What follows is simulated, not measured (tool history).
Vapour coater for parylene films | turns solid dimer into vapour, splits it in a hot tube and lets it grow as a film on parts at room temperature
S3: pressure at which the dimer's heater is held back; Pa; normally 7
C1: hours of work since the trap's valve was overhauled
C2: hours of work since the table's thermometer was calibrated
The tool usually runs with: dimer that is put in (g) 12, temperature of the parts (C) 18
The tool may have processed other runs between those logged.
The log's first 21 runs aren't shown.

run 22 hour=263 | dimer_that_is_put_in_(g)=14 temperature_of_the_parts_(C)=16 S3=7 | C1=468 C2=450 | thickness_of_the_film_(um)=2.76
run 23 hour=276.7 | dimer_that_is_put_in_(g)=6 temperature_of_the_parts_(C)=18 S3=7 | C1=478 C2=459 | thickness_of_the_film_(um)=1.11
run 24 hour=289.5 | dimer_that_is_put_in_(g)=12 temperature_of_the_parts_(C)=14 S3=11.77 | C1=487 C2=468 | thickness_of_the_film_(um)=2.41
run 25 hour=305.3 | dimer_that_is_put_in_(g)=12 temperature_of_the_parts_(C)=14 S3=11.77 | C1=498 C2=480 | thickness_of_the_film_(um)=2.43
run 26 hour=316.2 | dimer_that_is_put_in_(g)=14 temperature_of_the_parts_(C)=15 S3=8.54 | C1=505 C2=487 | thickness_of_the_film_(um)=2.82
-- hour=334.5 trap's valve overhauled
run 27 hour=339.1 | dimer_that_is_put_in_(g)=14 temperature_of_the_parts_(C)=15 S3=8.54 | C1=3 C2=501 | thickness_of_the_film_(um)=3.22
run 28 hour=347.1 | dimer_that_is_put_in_(g)=14 temperature_of_the_parts_(C)=15 S3=8.54 | C1=9 C2=506 | thickness_of_the_film_(um)=3.18
run 29 hour=357.8 | dimer_that_is_put_in_(g)=14 temperature_of_the_parts_(C)=19 S3=8.54 | C1=16 C2=514 | thickness_of_the_film_(um)=2.76
run 30 hour=370.2 | dimer_that_is_put_in_(g)=12 temperature_of_the_parts_(C)=22 S3=2.85 | C1=25 C2=523 | thickness_of_the_film_(um)=2.38
run 31 hour=382.2 | dimer_that_is_put_in_(g)=9 temperature_of_the_parts_(C)=19 S3=4.02 | C1=34 C2=531 | thickness_of_the_film_(um)=1.92
run 32 hour=390.4 | dimer_that_is_put_in_(g)=9 temperature_of_the_parts_(C)=19 S3=4.02 | C1=39 C2=537 | thickness_of_the_film_(um)=1.9
run 33 hour=401.7 | dimer_that_is_put_in_(g)=11 temperature_of_the_parts_(C)=20 S3=9.88 | C1=47 C2=545 | thickness_of_the_film_(um)=2.01
run 34 hour=413.7 | dimer_that_is_put_in_(g)=5 temperature_of_the_parts_(C)=26 S3=2.71 | C1=56 C2=553 | thickness_of_the_film_(um)=0.83
run 35 hour=429.9 | dimer_that_is_put_in_(g)=5 temperature_of_the_parts_(C)=19 S3=7.27 | C1=67 C2=565 | thickness_of_the_film_(um)=1.01
run 36 hour=442.5 | dimer_that_is_put_in_(g)=5 temperature_of_the_parts_(C)=19 S3=7.27 | C1=76 C2=573 | thickness_of_the_film_(um)=0.98
run 37 hour=457.4 | dimer_that_is_put_in_(g)=20 temperature_of_the_parts_(C)=19 S3=2.63 | C1=87 C2=584 | thickness_of_the_film_(um)=4.33
run 38 hour=468.6 | dimer_that_is_put_in_(g)=20 temperature_of_the_parts_(C)=21 S3=4.02 | C1=95 C2=592 | thickness_of_the_film_(um)=3.86
run 39 hour=486.1 | dimer_that_is_put_in_(g)=13 temperature_of_the_parts_(C)=13 S3=7 | C1=107 C2=604 | thickness_of_the_film_(um)=3.16
run 40 hour=494.4 | dimer_that_is_put_in_(g)=17 temperature_of_the_parts_(C)=18 S3=7 | C1=113 C2=610 | thickness_of_the_film_(um)=3.39
run 41 hour=510.2 | dimer_that_is_put_in_(g)=17 temperature_of_the_parts_(C)=18 S3=7 | C1=124 C2=621 | thickness_of_the_film_(um)=3.42
run 42 hour=522.7 | dimer_that_is_put_in_(g)=17 temperature_of_the_parts_(C)=18 S3=7 | C1=133 C2=630 | thickness_of_the_film_(um)=3.43
run 43 hour=531.2 | dimer_that_is_put_in_(g)=6 temperature_of_the_parts_(C)=29 S3=6.09 | C1=139 C2=636 | thickness_of_the_film_(um)=0.81
run 44 hour=546.7 | dimer_that_is_put_in_(g)=6 temperature_of_the_parts_(C)=29 S3=6.09 | C1=150 C2=647 | thickness_of_the_film_(um)=0.78
run 45 hour=554.7 | dimer_that_is_put_in_(g)=6 temperature_of_the_parts_(C)=29 S3=6.09 | C1=155 C2=652 | thickness_of_the_film_(um)=0.76
run 46 hour=569.2 | dimer_that_is_put_in_(g)=6 temperature_of_the_parts_(C)=29 S3=6.09 | C1=165 C2=663 | thickness_of_the_film_(um)=0.74

Forecast each of these 5 alternatives for the next run:
run A hour=586.6 | dimer_that_is_put_in_(g)=17 temperature_of_the_parts_(C)=28 S3=6.44 | C1=178 C2=675 | thickness_of_the_film_(um)=?
run B hour=586.6 | dimer_that_is_put_in_(g)=21 temperature_of_the_parts_(C)=12 S3=6.09 | C1=178 C2=675 | thickness_of_the_film_(um)=?
run C hour=586.6 | dimer_that_is_put_in_(g)=12 temperature_of_the_parts_(C)=14 S3=6.44 | C1=178 C2=675 | thickness_of_the_film_(um)=?
run D hour=586.6 | dimer_that_is_put_in_(g)=9 temperature_of_the_parts_(C)=24 S3=7 | C1=178 C2=675 | thickness_of_the_film_(um)=?
run E hour=586.6 | dimer_that_is_put_in_(g)=12 temperature_of_the_parts_(C)=13 S3=6.5 | C1=178 C2=675 | thickness_of_the_film_(um)=?

run=A thickness_of_the_film_(um)=2.27
run=B thickness_of_the_film_(um)=5.37
run=C thickness_of_the_film_(um)=2.85
run=D thickness_of_the_film_(um)=1.39
run=E thickness_of_the_film_(um)=2.94
With the hidden condition removed and each run's random variation left untouched, the same runs would have given:
run=A thickness_of_the_film_(um)=2.41
run=B thickness_of_the_film_(um)=5.69
run=C thickness_of_the_film_(um)=3.02
run=D thickness_of_the_film_(um)=1.48
run=E thickness_of_the_film_(um)=3.11
